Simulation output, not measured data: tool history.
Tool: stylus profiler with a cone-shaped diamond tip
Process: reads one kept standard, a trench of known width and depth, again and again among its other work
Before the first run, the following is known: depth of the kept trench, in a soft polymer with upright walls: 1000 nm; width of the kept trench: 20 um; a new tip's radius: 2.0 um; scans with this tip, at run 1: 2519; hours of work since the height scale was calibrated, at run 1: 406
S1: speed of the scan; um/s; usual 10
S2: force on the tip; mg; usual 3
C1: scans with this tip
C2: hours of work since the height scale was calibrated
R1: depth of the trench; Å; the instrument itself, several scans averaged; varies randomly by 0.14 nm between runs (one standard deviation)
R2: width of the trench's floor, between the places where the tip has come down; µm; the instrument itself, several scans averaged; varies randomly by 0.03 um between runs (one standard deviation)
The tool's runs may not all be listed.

run,hour,S1,S2,C1,C2,R1,R2
1,0,10,3,2519,406,10113.4,15.92
2,31.1,13,3,2652,427,10114.8,15.89
3,63.2,10,5.15,2789,449,10161.8,15.88
4,81.2,27,3,2866,461,10113.8,15.8
5,114.6,10,3,3009,484,10115.9,15.79
6,137.3,10,3,3106,500,10115.8,15.81
7,166.3,10,3,3230,520,10114.4,15.78
8,197.8,5,7.58,3365,542,10204.5,15.78
9,222.2,15,3.83,3469,558,10138.2,15.71
10,255,15,3.83,3609,581,10136.8,15.66
11,276.5,15,3.83,3701,596,10136,15.68
12,304.1,2,4.06,3819,615,10139.9,15.63
13,326.6,37,3,3915,630,10116.7,15.52
14,358.5,37,3,4052,652,10119.1,15.58

Measured minus without-hidden-state, run by run (identical run-to-run variation in each term; gauge scatter may differ):
Hidden state at play: radius of the tip, um; height scale over the true one, %; drift of the gauge itself on depth_nm, %; drift of the gauge itself on floor_um, %.
run,R1,R2
1,+9.8,-0.6
2,+10.4,-0.63
3,+11,-0.65
4,+11.1,-0.67
5,+11.6,-0.71
6,+12,-0.72
7,+12.5,-0.75
8,+13.1,-0.79
9,+13.4,-0.81
10,+13.8,-0.83
11,+14.2,-0.85
12,+14.6,-0.87
13,+14.9,-0.89
14,+15.4,-0.92

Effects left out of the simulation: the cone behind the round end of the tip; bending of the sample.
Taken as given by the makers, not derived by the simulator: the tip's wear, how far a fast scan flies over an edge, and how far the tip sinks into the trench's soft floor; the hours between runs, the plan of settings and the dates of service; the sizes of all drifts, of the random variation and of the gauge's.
